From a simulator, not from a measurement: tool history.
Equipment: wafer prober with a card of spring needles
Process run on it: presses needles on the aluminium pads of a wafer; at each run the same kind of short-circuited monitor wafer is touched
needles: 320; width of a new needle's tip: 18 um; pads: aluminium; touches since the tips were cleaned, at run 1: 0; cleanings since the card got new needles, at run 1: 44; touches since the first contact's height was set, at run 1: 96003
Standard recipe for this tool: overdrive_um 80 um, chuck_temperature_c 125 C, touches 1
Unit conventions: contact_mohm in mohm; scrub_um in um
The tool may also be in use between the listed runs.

| run | hour | overdrive_um | chuck_temperature_c | touches | touches since the tips were cleaned | cleanings since the card got new needles | touches since the first contact's height was set | contact_mohm | scrub_um |
|---|---|---|---|---|---|---|---|---|---|
| 1 | 0 | 80 | 125 | 1 | 0 | 44 | 96003 | 163 | 21.29 |
|  | 5.7 | tips cleaned on abrasive film |
| 2 | 6.1 | 80 | 125 | 1 | 175 | 45 | 98336 | 162 | 21.43 |
|  | 11.1 | tips cleaned on abrasive film |
| 3 | 12.1 | 80 | 125 | 1 | 397 | 46 | 100615 | 161 | 21.36 |
|  | 16.4 | tips cleaned on abrasive film |
| 4 | 17.4 | 80 | 125 | 2 | 357 | 47 | 102599 | 162 | 21.47 |
|  | 21.6 | tips cleaned on abrasive film |
| 5 | 24.6 | 80 | 50 | 1 | 1134 | 48 | 105348 | 151 | 21.49 |
|  | 27.1 | tips cleaned on abrasive film |
| 6 | 28.8 | 80 | 50 | 1 | 651 | 49 | 106944 | 151 | 21.41 |
|  | 32.3 | tips cleaned on abrasive film |
| 7 | 32.8 | 80 | 50 | 1 | 199 | 50 | 108463 | 148 | 21.53 |
|  | 37.5 | tips cleaned on abrasive film |
| 8 | 41 | 80 | 50 | 1 | 1338 | 51 | 111583 | 148 | 21.49 |
|  | 43.2 | tips cleaned on abrasive film |
|  | 48.3 | tips cleaned on abrasive film |
| 9 | 48.3 | 65 | 125 | 1 | 19 | 53 | 114336 | 167 | 17.32 |
|  | 53.4 | tips cleaned on abrasive film |
| 10 | 53.6 | 80 | 60 | 1 | 85 | 54 | 116356 | 151 | 21.47 |
|  | 58.4 | tips cleaned on abrasive film |
| 11 | 61.5 | 80 | 125 | 2 | 1212 | 55 | 119378 | 163 | 21.61 |
|  | 63.6 | tips cleaned on abrasive film |
| 12 | 65.5 | 80 | 83 | 3 | 734 | 56 | 120864 | 154 | 21.57 |
|  | 68.9 | tips cleaned on abrasive film |
| 13 | 73.7 | 94 | 83 | 2 | 1861 | 57 | 123997 | 153 | 25.44 |
|  | 74.5 | tips cleaned on abrasive film |
|  | 75.6 | height of the first contact set anew |
|  | 79.8 | tips cleaned on abrasive film |
| 14 | 80.8 | 80 | 83 | 1 | 409 | 59 | 1985 | 155 | 21.6 |
|  | 85.1 | tips cleaned on abrasive film |
| 15 | 86.2 | 67 | 84 | 2 | 411 | 60 | 4017 | 159 | 17.98 |
|  | 90.8 | tips cleaned on abrasive film |
| 16 | 91.2 | 63 | 62 | 3 | 144 | 61 | 5899 | 156 | 16.78 |
|  | 95.8 | tips cleaned on abrasive film |
| 17 | 97.9 | 61 | 114 | 2 | 816 | 62 | 8471 | 170 | 16.39 |
|  | 101.2 | tips cleaned on abrasive film |
|  | 106.6 | tips cleaned on abrasive film |
| 18 | 107.6 | 64 | 114 | 3 | 405 | 64 | 12145 | 168 | 17.26 |
|  | 111.9 | tips cleaned on abrasive film |
|  | 117.1 | tips cleaned on abrasive film |
| 19 | 117.2 | 64 | 114 | 3 | 71 | 66 | 15791 | 166 | 17.21 |
|  | 122.5 | tips cleaned on abrasive film |
| 20 | 126.1 | 87 | 125 | 2 | 1384 | 67 | 19182 | 160 | 23.43 |
|  | 127.7 | tips cleaned on abrasive film |
| 21 | 130.5 | 87 | 125 | 2 | 1060 | 68 | 20826 | 163 | 23.4 |

Each row is a separate what-if for the run after 21, all from the same tool condition, not one after another. Results?
|  | 132.9 | tips cleaned on abrasive film |
| A | 135.6 | 91 | 106 | 3 | 1066 | 69 | 22783 | ? | ? |
|  | 132.9 | tips cleaned on abrasive film |
| B | 135.6 | 75 | 102 | 1 | 1066 | 69 | 22783 | ? | ? |
|  | 132.9 | tips cleaned on abrasive film |
| C | 135.6 | 77 | 125 | 2 | 1066 | 69 | 22783 | ? | ? |

| run | contact_mohm | scrub_um |
|---|---|---|
| A | 158 | 24.62 |
| B | 159 | 20.19 |
| C | 163 | 20.96 |
Had the tool no hidden state, the same runs would have come out as:
| run | contact_mohm | scrub_um |
|---|---|---|
| A | 158 | 24.35 |
| B | 159 | 19.97 |
| C | 163 | 20.73 |
